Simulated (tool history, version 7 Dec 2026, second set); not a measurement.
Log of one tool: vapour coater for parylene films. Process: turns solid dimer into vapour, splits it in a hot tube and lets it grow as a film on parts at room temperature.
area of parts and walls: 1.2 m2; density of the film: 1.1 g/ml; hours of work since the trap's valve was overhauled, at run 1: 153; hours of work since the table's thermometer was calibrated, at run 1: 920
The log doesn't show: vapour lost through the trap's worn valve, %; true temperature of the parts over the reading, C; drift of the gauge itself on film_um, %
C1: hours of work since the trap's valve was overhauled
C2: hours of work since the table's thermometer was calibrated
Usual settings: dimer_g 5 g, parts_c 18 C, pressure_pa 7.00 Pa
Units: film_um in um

{"run": 1, "hour": 0.0, "dimer_g": 5, "parts_c": 18, "pressure_pa": 7.0, "C1": 153, "C2": 920, "film_um": 1.7}
{"run": 2, "hour": 36.8, "dimer_g": 4, "parts_c": 18, "pressure_pa": 7.0, "C1": 175, "C2": 942, "film_um": 1.33}
{"run": 3, "hour": 58.3, "dimer_g": 2, "parts_c": 18, "pressure_pa": 7.0, "C1": 188, "C2": 955, "film_um": 0.69}
{"run": 4, "hour": 87.5, "dimer_g": 5, "parts_c": 18, "pressure_pa": 7.0, "C1": 206, "C2": 973, "film_um": 1.71}
{"run": 5, "hour": 116.2, "dimer_g": 5, "parts_c": 18, "pressure_pa": 10.99, "C1": 223, "C2": 990, "film_um": 1.49}
{"run": 6, "hour": 140.5, "dimer_g": 5, "parts_c": 18, "pressure_pa": 10.99, "C1": 238, "C2": 1005, "film_um": 1.5}
{"run": 7, "hour": 170.7, "dimer_g": 5, "parts_c": 18, "pressure_pa": 10.99, "C1": 256, "C2": 1023, "film_um": 1.48}
{"run": 8, "hour": 189.3, "dimer_g": 5, "parts_c": 18, "pressure_pa": 10.99, "C1": 268, "C2": 1034, "film_um": 1.52}
{"run": 9, "hour": 218.9, "dimer_g": 5, "parts_c": 13, "pressure_pa": 10.99, "C1": 286, "C2": 1052, "film_um": 1.66}
{"run": 10, "hour": 236.1, "dimer_g": 5, "parts_c": 13, "pressure_pa": 10.99, "C1": 296, "C2": 1063, "film_um": 1.62}
{"run": 11, "hour": 252.1, "dimer_g": 5, "parts_c": 13, "pressure_pa": 10.99, "C1": 306, "C2": 1072, "film_um": 1.63}
{"run": 12, "hour": 289.6, "dimer_g": 5, "parts_c": 13, "pressure_pa": 10.99, "C1": 328, "C2": 1095, "film_um": 1.64}
{"hour": 292.6, "done": "table's thermometer calibrated"}
{"run": 13, "hour": 318.4, "dimer_g": 5, "parts_c": 13, "pressure_pa": 10.4, "C1": 345, "C2": 16, "film_um": 1.68}
{"run": 14, "hour": 346.3, "dimer_g": 5, "parts_c": 18, "pressure_pa": 7.0, "C1": 362, "C2": 33, "film_um": 1.66}
{"run": 15, "hour": 368.3, "dimer_g": 5, "parts_c": 18, "pressure_pa": 7.0, "C1": 376, "C2": 46, "film_um": 1.65}
{"run": 16, "hour": 396.5, "dimer_g": 5, "parts_c": 18, "pressure_pa": 7.0, "C1": 393, "C2": 63, "film_um": 1.62}
{"run": 17, "hour": 420.8, "dimer_g": 5, "parts_c": 18, "pressure_pa": 7.0, "C1": 407, "C2": 78, "film_um": 1.62}
{"run": 18, "hour": 457.8, "dimer_g": 5, "parts_c": 18, "pressure_pa": 7.0, "C1": 430, "C2": 100, "film_um": 1.62}
{"run": 19, "hour": 474.2, "dimer_g": 5, "parts_c": 12, "pressure_pa": 4.84, "C1": 440, "C2": 110, "film_um": 1.95}
{"hour": 490.7, "done": "table's thermometer calibrated, once more"}
{"run": 20, "hour": 504.0, "dimer_g": 5, "parts_c": 29, "pressure_pa": 5.82, "C1": 457, "C2": 8, "film_um": 1.32}
{"run": 21, "hour": 526.0, "dimer_g": 5, "parts_c": 29, "pressure_pa": 5.82, "C1": 471, "C2": 21, "film_um": 1.33}
{"run": 22, "hour": 544.1, "dimer_g": 8, "parts_c": 12, "pressure_pa": 2.35, "C1": 482, "C2": 32, "film_um": 3.71}
{"run": 23, "hour": 573.0, "dimer_g": 8, "parts_c": 12, "pressure_pa": 2.35, "C1": 499, "C2": 50, "film_um": 3.67}
{"run": 24, "hour": 602.9, "dimer_g": 7, "parts_c": 18, "pressure_pa": 7.25, "C1": 517, "C2": 68, "film_um": 2.17}
{"hour": 611.8, "done": "trap's valve overhauled"}
{"run": 25, "hour": 633.5, "dimer_g": 4, "parts_c": 10, "pressure_pa": 5.8, "C1": 13, "C2": 84, "film_um": 1.74}
{"run": 26, "hour": 670.6, "dimer_g": 4, "parts_c": 10, "pressure_pa": 5.8, "C1": 36, "C2": 107, "film_um": 1.7}
{"run": 27, "hour": 694.8, "dimer_g": 4, "parts_c": 10, "pressure_pa": 5.8, "C1": 50, "C2": 121, "film_um": 1.66}
{"run": 28, "hour": 711.7, "dimer_g": 5, "parts_c": 29, "pressure_pa": 4.6, "C1": 61, "C2": 132, "film_um": 1.51}
{"run": 29, "hour": 732.6, "dimer_g": 6, "parts_c": 14, "pressure_pa": 2.82, "C1": 73, "C2": 144, "film_um": 2.74}
{"run": 30, "hour": 749.2, "dimer_g": 6, "parts_c": 26, "pressure_pa": 2.82, "C1": 83, "C2": 154, "film_um": 2.18}
{"run": 31, "hour": 772.7, "dimer_g": 4, "parts_c": 26, "pressure_pa": 2.89, "C1": 98, "C2": 169, "film_um": 1.45}
{"run": 32, "hour": 808.3, "dimer_g": 5, "parts_c": 12, "pressure_pa": 5.5, "C1": 119, "C2": 190, "film_um": 1.99}
{"run": 33, "hour": 834.3, "dimer_g": 5, "parts_c": 29, "pressure_pa": 5.5, "C1": 135, "C2": 206, "film_um": 1.45}
{"run": 34, "hour": 854.3, "dimer_g": 4, "parts_c": 27, "pressure_pa": 7.0, "C1": 147, "C2": 218, "film_um": 1.12}
{"run": 35, "hour": 878.3, "dimer_g": 4, "parts_c": 27, "pressure_pa": 7.0, "C1": 162, "C2": 233, "film_um": 1.14}
{"run": 36, "hour": 912.5, "dimer_g": 7, "parts_c": 19, "pressure_pa": 3.97, "C1": 182, "C2": 253, "film_um": 2.63}

Hidden state or all else? Some run-to-run changes of film_um, split into what the settings, what came in and random variation would give without the hidden state, and what is left for the hidden state (with any gauge scatter that isn't in both results):
Run 21 -> 22: dimer_g 5 -> 8, parts_c 29 -> 12, pressure_pa 5.82 -> 2.35. film_um +2.38 um: hidden state -0.26, all else +2.64.
Run 23 -> 24: dimer_g 8 -> 7, parts_c 12 -> 18, pressure_pa 2.35 -> 7.25. film_um -1.50 um: hidden state +0.16, all else -1.66.
Run 24 -> 25: dimer_g 7 -> 4, parts_c 18 -> 10, pressure_pa 7.25 -> 5.80, trap's valve overhauled. film_um -0.43 um: hidden state +0.26, all else -0.69.
Run 35 -> 36: dimer_g 4 -> 7, parts_c 27 -> 19, pressure_pa 7.00 -> 3.97. film_um +1.49 um: hidden state -0.06, all else +1.55.
